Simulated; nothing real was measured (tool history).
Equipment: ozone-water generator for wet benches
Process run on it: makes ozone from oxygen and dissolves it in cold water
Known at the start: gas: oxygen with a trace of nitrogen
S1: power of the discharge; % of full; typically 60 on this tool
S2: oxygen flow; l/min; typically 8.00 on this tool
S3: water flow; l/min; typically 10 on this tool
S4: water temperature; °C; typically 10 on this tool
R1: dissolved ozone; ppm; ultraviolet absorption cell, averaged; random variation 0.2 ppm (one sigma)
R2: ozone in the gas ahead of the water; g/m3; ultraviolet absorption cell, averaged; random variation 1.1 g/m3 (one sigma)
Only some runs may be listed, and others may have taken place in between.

run 1 hour=0.0 | S1=60 S2=8.00 S3=10 S4=10 | R1=29.6 R2=192.2
run 2 hour=58.1 | S1=60 S2=8.00 S3=10 S4=10 | R1=28.9 R2=194.8
run 3 hour=101.3 | S1=43 S2=8.00 S3=10 S4=10 | R1=23.1 R2=151.7
run 4 hour=145.3 | S1=43 S2=8.00 S3=10 S4=10 | R1=23.5 R2=153.3
run 5 hour=207.9 | S1=43 S2=8.00 S3=10 S4=10 | R1=23.3 R2=152.1
run 6 hour=287.8 | S1=43 S2=8.00 S3=10 S4=10 | R1=23.0 R2=152.8
run 7 hour=341.5 | S1=43 S2=8.00 S3=10 S4=10 | R1=23.3 R2=150.9
run 8 hour=387.6 | S1=43 S2=8.00 S3=10 S4=10 | R1=23.1 R2=151.8
run 9 hour=447.3 | S1=60 S2=8.00 S3=10 S4=10 | R1=29.2 R2=192.5
run 10 hour=487.8 | S1=60 S2=8.00 S3=10 S4=10 | R1=29.1 R2=191.1
run 11 hour=538.8 | S1=60 S2=8.00 S3=10 S4=10 | R1=29.6 R2=188.4
run 12 hour=593.7 | S1=60 S2=8.00 S3=10 S4=10 | R1=29.4 R2=192.4
-- hour=650.6 contactor cleaned
run 13 hour=667.0 | S1=60 S2=8.00 S3=8 S4=10 | R1=33.5 R2=189.5
run 14 hour=758.0 | S1=60 S2=8.00 S3=8 S4=10 | R1=33.6 R2=188.6
run 15 hour=831.7 | S1=60 S2=8.00 S3=8 S4=10 | R1=33.2 R2=187.6
run 16 hour=919.7 | S1=60 S2=8.00 S3=10 S4=10 | R1=29.4 R2=189.1
run 17 hour=974.1 | S1=60 S2=8.00 S3=6 S4=10 | R1=38.8 R2=189.3
run 18 hour=1032.1 | S1=73 S2=8.00 S3=10 S4=11 | R1=32.8 R2=217.5
run 19 hour=1115.6 | S1=60 S2=6.56 S3=10 S4=9 | R1=29.7 R2=201.9
-- hour=1177.8 gauge calibrated
run 20 hour=1205.2 | S1=60 S2=6.56 S3=10 S4=9 | R1=29.6 R2=204.9
run 21 hour=1281.8 | S1=67 S2=8.00 S3=10 S4=15 | R1=28.6 R2=207.2
run 22 hour=1333.0 | S1=67 S2=8.00 S3=10 S4=15 | R1=28.3 R2=207.4
run 23 hour=1415.5 | S1=67 S2=8.00 S3=10 S4=15 | R1=28.4 R2=206.6
run 24 hour=1461.3 | S1=82 S2=8.00 S3=14 S4=15 | R1=26.2 R2=239.1
run 25 hour=1549.8 | S1=82 S2=4.08 S3=14 S4=6 | R1=27.2 R2=296.7
run 26 hour=1634.2 | S1=82 S2=4.08 S3=14 S4=6 | R1=27.6 R2=295.2
run 27 hour=1716.8 | S1=70 S2=8.00 S3=7 S4=17 | R1=33.7 R2=211.6
run 28 hour=1771.9 | S1=60 S2=12.07 S3=10 S4=10 | R1=28.4 R2=165.7
run 29 hour=1854.6 | S1=60 S2=12.07 S3=10 S4=10 | R1=28.8 R2=165.5
run 30 hour=1902.4 | S1=60 S2=8.00 S3=10 S4=14 | R1=26.8 R2=188.8
-- hour=1950.4 water thermometer calibrated
run 31 hour=1958.5 | S1=60 S2=4.90 S3=15 S4=10 | R1=20.4 R2=220.8
run 32 hour=2024.2 | S1=45 S2=8.00 S3=10 S4=8 | R1=24.7 R2=153.9

Some steps in R2, run to run, broken into two amounts with sign: the step expected even without the hidden condition (settings, incoming material, random variation), and the rest, left for the hidden condition together with whatever gauge scatter is not in both the measured and the hidden-condition-free result:
Hidden state present: yield of the discharge, % of new electrodes'; contactor's efficiency, % of a clean one's; true water temperature over the reading, C; drift of the gauge itself on ozone_ppm, %; drift of the gauge itself on gas_g_m3, %.
Run 17 -> 18: S1 60 -> 73, S3 6 -> 10, S4 10 -> 11. R2 +28.2 g/m3: hidden state -1.1, all else +29.3.
Run 19 -> 20: gauge calibrated. R2 +3.0 g/m3: hidden state +5.5, all else -2.5.
Run 24 -> 25: S2 8.00 -> 4.08, S4 15 -> 6. R2 +57.6 g/m3: hidden state -1.1, all else +58.7.
Run 26 -> 27: S1 82 -> 70, S2 4.08 -> 8.00, S3 14 -> 7, S4 6 -> 17. R2 -83.6 g/m3: hidden state +0.6, all else -84.2.
Run 31 -> 32: S1 60 -> 45, S2 4.90 -> 8.00, S3 15 -> 10, S4 10 -> 8. R2 -66.9 g/m3: hidden state +1.1, all else -68.0.
